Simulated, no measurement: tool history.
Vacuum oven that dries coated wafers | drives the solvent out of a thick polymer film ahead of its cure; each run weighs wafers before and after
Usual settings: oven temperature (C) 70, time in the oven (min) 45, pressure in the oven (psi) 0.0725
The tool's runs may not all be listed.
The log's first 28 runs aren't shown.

run,day,oven temperature (C),time in the oven (min),pressure in the oven (psi),solvent left in the film (%)
29,30.592,68,29,0.188,5.73
30,31.696,70,68,0.0725,1.12
31,32.462,61,40,0.0658,6.94
32,33.942,65,28,0.0371,6.94
33,35.029,65,28,0.0788,7.1
34,36.188,80,45,0.1096,0.65
35,37.429,80,45,0.1096,0.68
36,38.45,80,45,0.1096,0.62
37,39.108,80,45,0.1096,0.67
38,40.183,80,45,0.1096,0.64
39,41.088,56,45,0.1524,9.24
40,42.104,72,24,0.2248,5.1
41,43.117,72,24,0.2248,4.98

3 ways to go on from here, each from the tool as it stands after run 41. What would each give?
A,44.588,70,27,0.0725,?
B,44.588,70,71,0.0725,?
C,44.588,70,53,0.0725,?

run,solvent left in the film (%)
A,4.68
B,1.09
C,1.66
Without the tool's hidden state the same runs would have given:
run,solvent left in the film (%)
A,4.85
B,0.83
C,1.54
